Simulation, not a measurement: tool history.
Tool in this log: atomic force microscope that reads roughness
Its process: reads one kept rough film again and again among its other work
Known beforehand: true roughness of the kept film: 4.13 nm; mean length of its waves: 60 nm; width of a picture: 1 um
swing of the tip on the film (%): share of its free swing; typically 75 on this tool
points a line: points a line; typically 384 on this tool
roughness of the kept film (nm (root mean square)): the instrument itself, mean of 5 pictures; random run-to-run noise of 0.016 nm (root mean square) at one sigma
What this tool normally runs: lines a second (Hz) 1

run,hour,lines a second (Hz),swing of the tip on the film (%),points a line,roughness of the kept film (nm (root mean square))
1,0,1,75,384,3.694
2,16.2,1,85,384,3.562
3,28.7,1,75,342,3.552
4,38.9,1,75,342,3.553
5,54,1,75,342,3.462
6,64.5,1,75,342,3.437
7,82.8,1,75,342,3.391
# hour 86.4: new tip fitted
8,102.2,0.96,75,384,3.751
9,116.8,0.96,75,384,3.687
10,139,0.96,75,384,3.604
11,162.1,1,84,384,3.457
12,182.6,1,84,384,3.396
13,200.4,1.37,75,384,3.373
# hour 207.3: new tip fitted
14,224.5,1.37,75,384,3.734
15,240.4,1,57,384,3.745
16,254.8,3.74,57,384,3.606
17,273.4,3.74,57,384,3.53
18,295.3,3.74,57,384,3.475
19,319.2,3.74,57,384,3.371
# hour 328.3: new tip fitted
20,336.9,1.92,81,928,3.643
21,351.1,1.92,81,928,3.585

What will run 22 give?
22,361.1,1.92,81,928,?

roughness of the kept film (nm (root mean square)): 3.563
With no hidden state in the tool, this same run would have given roughness of the kept film (nm (root mean square)) 3.709.
